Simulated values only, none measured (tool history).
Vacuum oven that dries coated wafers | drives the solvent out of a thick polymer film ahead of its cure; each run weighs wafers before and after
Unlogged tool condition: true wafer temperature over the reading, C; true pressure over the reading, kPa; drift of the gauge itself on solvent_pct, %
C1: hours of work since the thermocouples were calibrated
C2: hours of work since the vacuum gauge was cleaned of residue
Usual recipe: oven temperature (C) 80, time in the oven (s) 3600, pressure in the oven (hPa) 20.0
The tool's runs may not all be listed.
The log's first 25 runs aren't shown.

Run 26, hour 2252.8: usual settings but oven temperature (C) 90, pressure in the oven (hPa) 27.1; C1 464; C2 540. Result: solvent left in the film (%) 2.82.
Run 27, hour 2317.8: usual settings but oven temperature (C) 82, time in the oven (s) 1980, pressure in the oven (hPa) 17.6; C1 490; C2 567. Result: solvent left in the film (%) 7.04.
Run 28, hour 2425.0: usual settings but oven temperature (C) 82, time in the oven (s) 3240, pressure in the oven (hPa) 13.1; C1 534; C2 610. Result: solvent left in the film (%) 4.13.
Run 29, hour 2523.0: usual settings but oven temperature (C) 82, time in the oven (s) 3240, pressure in the oven (hPa) 13.1; C1 573; C2 650. Result: solvent left in the film (%) 4.07.
Run 30, hour 2627.9: usual settings but oven temperature (C) 82, time in the oven (s) 3240, pressure in the oven (hPa) 13.1; C1 616; C2 693. Result: solvent left in the film (%) 4.11.
Run 31, hour 2730.8: usual settings but oven temperature (C) 66, time in the oven (s) 4200, pressure in the oven (hPa) 10.3; C1 658; C2 734. Result: solvent left in the film (%) 7.79.
At hour 2790.4: oven's thermocouples calibrated.
Run 32, hour 2790.4: usual settings but oven temperature (C) 66, time in the oven (s) 4200, pressure in the oven (hPa) 10.3; C1 0; C2 758. Result: solvent left in the film (%) 7.56.
Run 33, hour 2895.1: usual settings but time in the oven (s) 5580, pressure in the oven (hPa) 55.9; C1 42; C2 800. Result: solvent left in the film (%) 6.26.
Run 34, hour 3016.6: usual settings but time in the oven (s) 1920, pressure in the oven (hPa) 10.1; C1 92; C2 850. Result: solvent left in the film (%) 7.37.

What if the next run were any one of these 5? Each begins from the tool's condition after run 34:
Run A, hour 3114.2: usual settings but time in the oven (s) 2580, pressure in the oven (hPa) 16.0; C1 131; C2 889. Result: solvent left in the film (%) ?.
Run B, hour 3114.2: usual settings but oven temperature (C) 86, time in the oven (s) 2280, pressure in the oven (hPa) 10.1; C1 131; C2 889. Result: solvent left in the film (%) ?.
Run C, hour 3114.2: usual settings but oven temperature (C) 79, time in the oven (s) 1920; C1 131; C2 889. Result: solvent left in the film (%) ?.
Run D, hour 3114.2: usual settings but time in the oven (s) 2520; C1 131; C2 889. Result: solvent left in the film (%) ?.
Run E, hour 3114.2: usual settings but oven temperature (C) 94; C1 131; C2 889. Result: solvent left in the film (%) ?.

run  solvent left in the film (%)
  A                          6.17
  B                          4.34
  C                          8.13
  D                          6.46
  E                          1.66
Take away the tool's hidden state, keep each run's random variation, and the runs would have read:
run  solvent left in the film (%)
  A                          6.15
  B                          4.33
  C                          8.11
  D                          6.44
  E                          1.65

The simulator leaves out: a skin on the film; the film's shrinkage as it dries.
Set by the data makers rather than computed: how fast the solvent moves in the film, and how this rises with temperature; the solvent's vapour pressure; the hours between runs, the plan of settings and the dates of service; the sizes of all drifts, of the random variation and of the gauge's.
